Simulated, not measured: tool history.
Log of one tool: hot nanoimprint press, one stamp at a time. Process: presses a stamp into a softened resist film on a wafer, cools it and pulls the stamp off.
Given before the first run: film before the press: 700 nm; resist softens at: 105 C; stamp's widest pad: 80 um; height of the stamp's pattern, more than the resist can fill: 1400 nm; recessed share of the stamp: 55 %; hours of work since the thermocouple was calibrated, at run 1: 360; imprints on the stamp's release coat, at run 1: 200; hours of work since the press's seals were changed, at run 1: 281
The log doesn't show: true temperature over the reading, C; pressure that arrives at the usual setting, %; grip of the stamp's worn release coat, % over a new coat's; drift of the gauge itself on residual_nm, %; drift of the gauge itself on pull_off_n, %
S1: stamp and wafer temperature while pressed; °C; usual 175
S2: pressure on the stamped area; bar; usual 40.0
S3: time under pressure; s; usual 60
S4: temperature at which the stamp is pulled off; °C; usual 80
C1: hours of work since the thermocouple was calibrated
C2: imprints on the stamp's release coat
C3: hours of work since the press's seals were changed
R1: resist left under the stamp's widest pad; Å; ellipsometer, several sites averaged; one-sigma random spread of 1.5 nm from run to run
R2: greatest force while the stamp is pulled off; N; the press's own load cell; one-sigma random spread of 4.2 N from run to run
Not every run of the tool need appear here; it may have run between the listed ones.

{"run": 1, "hour": 0.0, "S1": 175, "S2": 40.0, "S3": 60, "S4": 80, "C1": 360, "C2": 200, "C3": 281, "R1": 4262, "R2": 216}
{"hour": 19.3, "done": "plate thermocouple calibrated"}
{"run": 2, "hour": 22.9, "S1": 175, "S2": 40.0, "S3": 60, "S4": 80, "C1": 2, "C2": 284, "C3": 294, "R1": 4301, "R2": 222}
{"run": 3, "hour": 36.1, "S1": 184, "S2": 40.0, "S3": 60, "S4": 80, "C1": 11, "C2": 339, "C3": 303, "R1": 2861, "R2": 221}
{"run": 4, "hour": 58.1, "S1": 184, "S2": 40.0, "S3": 60, "S4": 80, "C1": 26, "C2": 432, "C3": 318, "R1": 2875, "R2": 227}
{"run": 5, "hour": 70.8, "S1": 184, "S2": 40.0, "S3": 60, "S4": 80, "C1": 34, "C2": 485, "C3": 326, "R1": 2910, "R2": 231}
{"run": 6, "hour": 85.2, "S1": 184, "S2": 40.0, "S3": 59, "S4": 80, "C1": 44, "C2": 546, "C3": 336, "R1": 2919, "R2": 240}
{"run": 7, "hour": 106.6, "S1": 175, "S2": 40.0, "S3": 60, "S4": 78, "C1": 58, "C2": 636, "C3": 350, "R1": 4333, "R2": 250}
{"run": 8, "hour": 122.2, "S1": 182, "S2": 40.0, "S3": 60, "S4": 78, "C1": 68, "C2": 702, "C3": 360, "R1": 3171, "R2": 262}
{"run": 9, "hour": 148.2, "S1": 175, "S2": 40.0, "S3": 60, "S4": 67, "C1": 85, "C2": 811, "C3": 377, "R1": 4342, "R2": 300}
{"hour": 171.0, "done": "plate thermocouple calibrated, once more"}
{"run": 10, "hour": 177.3, "S1": 175, "S2": 40.0, "S3": 60, "S4": 67, "C1": 4, "C2": 921, "C3": 395, "R1": 4232, "R2": 324}
{"run": 11, "hour": 198.4, "S1": 175, "S2": 40.0, "S3": 58, "S4": 80, "C1": 18, "C2": 1010, "C3": 409, "R1": 4272, "R2": 264}
{"run": 12, "hour": 226.0, "S1": 175, "S2": 40.0, "S3": 58, "S4": 80, "C1": 36, "C2": 1126, "C3": 427, "R1": 4309, "R2": 258}
{"run": 13, "hour": 239.9, "S1": 175, "S2": 40.0, "S3": 58, "S4": 80, "C1": 46, "C2": 1185, "C3": 436, "R1": 4309, "R2": 259}
{"run": 14, "hour": 262.7, "S1": 175, "S2": 40.0, "S3": 60, "S4": 70, "C1": 61, "C2": 1281, "C3": 451, "R1": 4281, "R2": 319}
{"hour": 274.3, "done": "stamp cleaned and given a new release coat"}
{"run": 15, "hour": 284.7, "S1": 175, "S2": 40.0, "S3": 60, "S4": 70, "C1": 71, "C2": 44, "C3": 462, "R1": 4289, "R2": 243}
{"run": 16, "hour": 308.4, "S1": 175, "S2": 40.0, "S3": 60, "S4": 70, "C1": 87, "C2": 144, "C3": 477, "R1": 4270, "R2": 264}
{"run": 17, "hour": 335.6, "S1": 175, "S2": 40.0, "S3": 60, "S4": 70, "C1": 105, "C2": 258, "C3": 495, "R1": 4306, "R2": 255}
{"run": 18, "hour": 356.0, "S1": 175, "S2": 28.5, "S3": 60, "S4": 68, "C1": 119, "C2": 344, "C3": 509, "R1": 4800, "R2": 276}
{"run": 19, "hour": 374.9, "S1": 171, "S2": 45.9, "S3": 98, "S4": 76, "C1": 131, "C2": 424, "C3": 521, "R1": 4224, "R2": 242}
{"run": 20, "hour": 388.0, "S1": 175, "S2": 43.1, "S3": 80, "S4": 80, "C1": 140, "C2": 479, "C3": 530, "R1": 3832, "R2": 228}
{"run": 21, "hour": 404.4, "S1": 180, "S2": 41.9, "S3": 31, "S4": 66, "C1": 151, "C2": 548, "C3": 541, "R1": 4244, "R2": 291}
{"run": 22, "hour": 421.1, "S1": 170, "S2": 41.9, "S3": 78, "S4": 66, "C1": 162, "C2": 619, "C3": 552, "R1": 4816, "R2": 311}
{"run": 23, "hour": 439.9, "S1": 170, "S2": 41.9, "S3": 78, "S4": 66, "C1": 174, "C2": 698, "C3": 565, "R1": 4818, "R2": 299}
{"run": 24, "hour": 458.5, "S1": 170, "S2": 41.9, "S3": 78, "S4": 66, "C1": 186, "C2": 776, "C3": 577, "R1": 4803, "R2": 304}
{"run": 25, "hour": 485.8, "S1": 176, "S2": 59.6, "S3": 78, "S4": 66, "C1": 204, "C2": 891, "C3": 595, "R1": 3232, "R2": 320}
{"run": 26, "hour": 505.3, "S1": 176, "S2": 55.2, "S3": 78, "S4": 66, "C1": 217, "C2": 973, "C3": 608, "R1": 3354, "R2": 322}
{"run": 27, "hour": 525.7, "S1": 176, "S2": 55.2, "S3": 78, "S4": 66, "C1": 231, "C2": 1059, "C3": 621, "R1": 3352, "R2": 328}
{"run": 28, "hour": 545.3, "S1": 183, "S2": 40.0, "S3": 60, "S4": 83, "C1": 244, "C2": 1141, "C3": 634, "R1": 3055, "R2": 253}
{"run": 29, "hour": 562.2, "S1": 183, "S2": 40.0, "S3": 60, "S4": 83, "C1": 255, "C2": 1212, "C3": 645, "R1": 3058, "R2": 244}

Predict each of these 4 candidate next runs independently; none follows another, all start after run 29:
{"hour": 590.6, "done": "stamp cleaned and given a new release coat"}
{"run": "A", "hour": 595.7, "S1": 183, "S2": 51.0, "S3": 55, "S4": 83, "C1": 273, "C2": 21, "C3": 664, "R1": "?", "R2": "?"}
{"hour": 590.6, "done": "stamp cleaned and given a new release coat"}
{"run": "B", "hour": 595.7, "S1": 183, "S2": 40.0, "S3": 33, "S4": 71, "C1": 273, "C2": 21, "C3": 664, "R1": "?", "R2": "?"}
{"hour": 590.6, "done": "stamp cleaned and given a new release coat"}
{"run": "C", "hour": 595.7, "S1": 174, "S2": 35.4, "S3": 60, "S4": 84, "C1": 273, "C2": 21, "C3": 664, "R1": "?", "R2": "?"}
{"hour": 590.6, "done": "stamp cleaned and given a new release coat"}
{"run": "D", "hour": 595.7, "S1": 163, "S2": 40.0, "S3": 111, "S4": 74, "C1": 273, "C2": 21, "C3": 664, "R1": "?", "R2": "?"}

run=A R1=2837 R2=196
run=B R1=3767 R2=241
run=C R1=4718 R2=192
run=D R1=5763 R2=234
What these runs would have given with no unlogged condition in the tool:
run=A R1=2645 R2=193
run=B R1=3572 R2=237
run=C R1=4521 R2=189
run=D R1=5587 R2=231
